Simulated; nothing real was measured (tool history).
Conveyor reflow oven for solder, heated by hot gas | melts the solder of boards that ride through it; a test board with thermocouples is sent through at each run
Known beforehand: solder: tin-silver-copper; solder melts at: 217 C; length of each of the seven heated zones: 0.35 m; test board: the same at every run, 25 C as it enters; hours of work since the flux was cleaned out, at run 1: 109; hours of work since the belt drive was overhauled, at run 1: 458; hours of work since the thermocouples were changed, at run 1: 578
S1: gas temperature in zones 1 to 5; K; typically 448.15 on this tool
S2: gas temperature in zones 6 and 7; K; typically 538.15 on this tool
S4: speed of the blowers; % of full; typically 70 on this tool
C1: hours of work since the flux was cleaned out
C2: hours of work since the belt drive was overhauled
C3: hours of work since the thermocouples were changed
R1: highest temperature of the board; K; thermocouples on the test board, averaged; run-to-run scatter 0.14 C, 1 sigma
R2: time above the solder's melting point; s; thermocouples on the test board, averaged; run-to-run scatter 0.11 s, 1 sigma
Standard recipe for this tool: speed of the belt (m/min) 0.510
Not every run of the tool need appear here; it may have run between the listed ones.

Run 1, day 0.000: usual settings; C1 109; C2 458; C3 578. Result: R1 522.85 K, R2 61.3 s.
Run 2, day 1.358: usual settings but S4 53 % of full; C1 132; C2 481; C3 600. Result: R1 517.65 K, R2 54.5 s.
Run 3, day 2.467: usual settings but S4 53 % of full; C1 150; C2 499; C3 619. Result: R1 517.55 K, R2 54.2 s.
Run 4, day 3.267: usual settings but S4 53 % of full; C1 164; C2 512; C3 632. Result: R1 517.75 K, R2 54.4 s.
At day 4.183: flux residue cleaned out of gas plates and filters.
Run 5, day 5.138: usual settings but S4 53 % of full; C1 16; C2 540; C3 660. Result: R1 516.75 K, R2 53.2 s.
Run 6, day 6.833: usual settings; C1 44; C2 568; C3 688. Result: R1 521.55 K, R2 59.6 s.
At day 7.479: thermocouples of zones 6 and 7 changed.
Run 7, day 7.667: usual settings; C1 56; C2 580; C3 3. Result: R1 523.15 K, R2 61.0 s.
Run 8, day 9.046: usual settings but S2 549.15 K; C1 79; C2 603; C3 26. Result: R1 532.65 K, R2 67.6 s.
Run 9, day 10.838: usual settings but S2 549.15 K; C1 109; C2 633; C3 56. Result: R1 532.05 K, R2 67.3 s.
At day 12.100: flux residue cleaned out of gas plates and filters, once more.
Run 10, day 12.350: usual settings but S2 549.15 K; C1 4; C2 655; C3 77. Result: R1 535.25 K, R2 69.7 s.
Run 11, day 13.788: usual settings but S2 549.15 K; C1 28; C2 678; C3 101. Result: R1 534.95 K, R2 69.3 s.
Run 12, day 14.554: usual settings but speed of the belt (m/min) 0.497; C1 41; C2 691; C3 114. Result: R1 525.85 K, R2 65.5 s.
Run 13, day 15.392: usual settings but speed of the belt (m/min) 0.497; C1 55; C2 705; C3 128. Result: R1 525.25 K, R2 65.3 s.
Run 14, day 16.846: usual settings; C1 79; C2 729; C3 152. Result: R1 525.05 K, R2 62.9 s.
Run 15, day 17.704: usual settings but S4 64 % of full; C1 93; C2 743; C3 166. Result: R1 522.65 K, R2 61.0 s.
Run 16, day 18.954: usual settings but S2 544.15 K; C1 114; C2 764; C3 187. Result: R1 529.75 K, R2 66.1 s.
Run 17, day 20.008: usual settings but S2 544.15 K; C1 131; C2 782; C3 204. Result: R1 529.45 K, R2 66.0 s.
Run 18, day 21.167: usual settings but S2 544.15 K; C1 150; C2 801; C3 223. Result: R1 529.45 K, R2 66.0 s.
Run 19, day 22.425: usual settings but S2 544.15 K; C1 171; C2 822; C3 244. Result: R1 529.05 K, R2 65.9 s.
At day 22.783: flux residue cleaned out of gas plates and filters.
At day 23.254: belt drive overhauled, speed set with a stopwatch.
Run 20, day 24.558: usual settings but S1 439.15 K, S2 537.15 K, speed of the belt (m/min) 0.485, S4 73 % of full; C1 27; C2 22; C3 274. Result: R1 524.55 K, R2 62.6 s.
Run 21, day 25.288: usual settings but S1 439.15 K, S2 537.15 K, speed of the belt (m/min) 0.485, S4 73 % of full; C1 39; C2 34; C3 286. Result: R1 524.35 K, R2 62.5 s.
Run 22, day 26.771: usual settings but S1 440.15 K, S2 532.15 K; C1 63; C2 58; C3 310. Result: R1 517.95 K, R2 53.3 s.
Run 23, day 27.983: usual settings but S1 452.15 K, S2 532.15 K, speed of the belt (m/min) 0.587, S4 86 % of full; C1 83; C2 78; C3 330. Result: R1 519.05 K, R2 51.3 s.
Run 24, day 29.462: usual settings but S1 452.15 K, S2 532.15 K, speed of the belt (m/min) 0.587, S4 86 % of full; C1 108; C2 103; C3 355. Result: R1 518.65 K, R2 51.2 s.
Run 25, day 31.104: usual settings but S1 452.15 K, S2 532.15 K, speed of the belt (m/min) 0.587, S4 86 % of full; C1 135; C2 130; C3 382. Result: R1 518.75 K, R2 51.0 s.
Run 26, day 32.871: usual settings but S1 452.15 K, S2 529.15 K, speed of the belt (m/min) 0.587, S4 86 % of full; C1 164; C2 159; C3 411. Result: R1 515.85 K, R2 48.6 s.
At day 33.671: flux residue cleaned out of gas plates and filters.
Run 27, day 33.954: usual settings but S1 452.15 K, S2 529.15 K, speed of the belt (m/min) 0.587, S4 86 % of full; C1 5; C2 174; C3 426. Result: R1 516.85 K, R2 50.1 s.
Run 28, day 35.562: usual settings but S1 452.15 K, S2 529.15 K, speed of the belt (m/min) 0.587, S4 86 % of full; C1 31; C2 201; C3 453. Result: R1 516.45 K, R2 49.8 s.
Run 29, day 36.738: usual settings but S2 540.15 K, speed of the belt (m/min) 0.542; C1 51; C2 220; C3 472. Result: R1 523.75 K, R2 57.4 s.
Run 30, day 37.950: usual settings but S1 438.15 K, S2 536.15 K, speed of the belt (m/min) 0.451, S4 61 % of full; C1 71; C2 240; C3 492. Result: R1 521.65 K, R2 64.0 s.

Consider 3 possible next runs. They are alternatives, not a sequence: every one starts from the tool as it was left by run 30. What does each give?
Run A, day 39.429: usual settings but S1 438.15 K, S2 544.15 K, speed of the belt (m/min) 0.499, S4 53 % of full; C1 96; C2 265; C3 517. Result: R1 ?, R2 ?.
Run B, day 39.429: usual settings but S1 438.15 K, S2 552.15 K, speed of the belt (m/min) 0.479, S4 68 % of full; C1 96; C2 265; C3 517. Result: R1 ?, R2 ?.
Run C, day 39.429: usual settings but speed of the belt (m/min) 0.471; C1 96; C2 265; C3 517. Result: R1 ?, R2 ?.

run      R1    R2
  A  522.05  56.1
  B  535.55  70.5
  C  525.55  68.9
Stripped of hidden state, with their random variation kept, the same runs would have yielded:
run      R1    R2
  A  523.75  57.5
  B  537.45  71.4
  C  527.25  70.1
